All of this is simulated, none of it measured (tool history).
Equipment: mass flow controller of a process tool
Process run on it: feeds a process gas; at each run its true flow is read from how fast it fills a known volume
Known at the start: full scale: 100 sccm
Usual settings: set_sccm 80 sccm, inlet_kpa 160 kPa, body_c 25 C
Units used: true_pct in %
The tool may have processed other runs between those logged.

run,hour,set_sccm,inlet_kpa,body_c,true_pct
1,0,80,160,25,100.15
2,72.1,80,160,25,100.12
3,154.8,80,160,36,99.68
4,225.3,80,160,36,99.66
5,285.9,80,160,36,99.8
6,367.2,80,160,36,99.92
7,431.5,93,160,25,100.66
8,475.1,93,160,25,100.68
9,567.1,93,160,25,100.89
10,640.7,93,160,25,100.92
11,740.3,93,160,25,101.08
12,829.1,93,160,25,101.19
13,875.6,93,160,25,101.21
14,978.7,93,160,21,101.82
15,1052.1,43,159,25,101.16
16,1110.1,43,159,25,101.45
17,1185,23,160,32,100.83
18,1239.5,68,160,38,100.85
19,1322.5,68,151,31,101.36
20,1419.9,68,151,31,101.43
21,1520,85,153,25,102.21

Expected results for the next run?
22,1594.7,80,160,21,?

true_pct: 102.41 %
Take away the tool's hidden state, keep the run-to-run variation as it was, and the same run would have given true_pct 100.45 %.
